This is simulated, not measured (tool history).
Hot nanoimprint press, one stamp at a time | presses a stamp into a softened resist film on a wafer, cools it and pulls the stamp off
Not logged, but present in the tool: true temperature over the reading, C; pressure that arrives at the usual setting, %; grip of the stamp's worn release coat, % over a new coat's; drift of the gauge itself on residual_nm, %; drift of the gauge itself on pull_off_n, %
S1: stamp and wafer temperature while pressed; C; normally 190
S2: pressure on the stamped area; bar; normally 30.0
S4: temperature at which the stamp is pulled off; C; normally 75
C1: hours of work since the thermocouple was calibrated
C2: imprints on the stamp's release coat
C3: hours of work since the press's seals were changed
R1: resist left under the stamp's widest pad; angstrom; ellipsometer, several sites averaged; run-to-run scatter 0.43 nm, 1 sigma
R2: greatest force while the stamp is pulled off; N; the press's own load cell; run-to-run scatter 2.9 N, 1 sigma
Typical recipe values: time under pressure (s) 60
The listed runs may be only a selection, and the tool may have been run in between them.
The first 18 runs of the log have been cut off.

{"run": 19, "hour": 428.0, "S1": 184, "S2": 46.6, "time under pressure (s)": 76, "S4": 70, "C1": 206, "C2": 221, "C3": 748, "R1": 860, "R2": 208}
{"run": 20, "hour": 449.4, "S1": 180, "S2": 44.8, "time under pressure (s)": 76, "S4": 79, "C1": 216, "C2": 283, "C3": 758, "R1": 995, "R2": 173}
{"run": 21, "hour": 469.6, "S1": 198, "S2": 40.5, "time under pressure (s)": 76, "S4": 61, "C1": 224, "C2": 342, "C3": 766, "R1": 585, "R2": 247}
{"run": 22, "hour": 488.5, "S1": 200, "S2": 44.6, "time under pressure (s)": 42, "S4": 62, "C1": 233, "C2": 397, "C3": 775, "R1": 685, "R2": 240}
{"run": 23, "hour": 504.7, "S1": 190, "S2": 32.5, "time under pressure (s)": 106, "S4": 75, "C1": 240, "C2": 444, "C3": 782, "R1": 714, "R2": 194}
{"run": 24, "hour": 530.5, "S1": 190, "S2": 24.5, "time under pressure (s)": 74, "S4": 75, "C1": 251, "C2": 519, "C3": 793, "R1": 935, "R2": 196}
{"run": 25, "hour": 545.5, "S1": 190, "S2": 30.0, "time under pressure (s)": 85, "S4": 75, "C1": 257, "C2": 563, "C3": 799, "R1": 815, "R2": 192}
{"run": 26, "hour": 563.2, "S1": 190, "S2": 30.0, "time under pressure (s)": 85, "S4": 75, "C1": 265, "C2": 614, "C3": 807, "R1": 819, "R2": 193}
{"run": 27, "hour": 579.3, "S1": 201, "S2": 30.0, "time under pressure (s)": 42, "S4": 77, "C1": 272, "C2": 661, "C3": 814, "R1": 793, "R2": 186}
{"run": 28, "hour": 607.9, "S1": 184, "S2": 30.0, "time under pressure (s)": 30, "S4": 65, "C1": 284, "C2": 744, "C3": 826, "R1": 1378, "R2": 239}
{"run": 29, "hour": 639.3, "S1": 190, "S2": 19.4, "time under pressure (s)": 60, "S4": 75, "C1": 298, "C2": 836, "C3": 840, "R1": 1099, "R2": 198}
{"run": 30, "hour": 656.7, "S1": 190, "S2": 19.4, "time under pressure (s)": 60, "S4": 75, "C1": 305, "C2": 886, "C3": 847, "R1": 1105, "R2": 205}

Here are 4 independent what-if runs from the current tool condition. What would each one return?
{"run": "A", "hour": 677.3, "S1": 181, "S2": 40.2, "time under pressure (s)": 60, "S4": 64, "C1": 314, "C2": 946, "C3": 856, "R1": "?", "R2": "?"}
{"run": "B", "hour": 677.3, "S1": 190, "S2": 30.0, "time under pressure (s)": 76, "S4": 82, "C1": 314, "C2": 946, "C3": 856, "R1": "?", "R2": "?"}
{"run": "C", "hour": 677.3, "S1": 181, "S2": 19.4, "time under pressure (s)": 91, "S4": 63, "C1": 314, "C2": 946, "C3": 856, "R1": "?", "R2": "?"}
{"run": "D", "hour": 677.3, "S1": 190, "S2": 30.5, "time under pressure (s)": 101, "S4": 74, "C1": 314, "C2": 946, "C3": 856, "R1": "?", "R2": "?"}

run=A R1=1111 R2=248
run=B R1=862 R2=175
run=C R1=1218 R2=253
run=D R1=757 R2=208
The same runs, with their run-to-run variation unchanged, on a tool lacking any hidden condition would have given:
run=A R1=1069 R2=222
run=B R1=830 R2=156
run=C R1=1184 R2=226
run=D R1=728 R2=186

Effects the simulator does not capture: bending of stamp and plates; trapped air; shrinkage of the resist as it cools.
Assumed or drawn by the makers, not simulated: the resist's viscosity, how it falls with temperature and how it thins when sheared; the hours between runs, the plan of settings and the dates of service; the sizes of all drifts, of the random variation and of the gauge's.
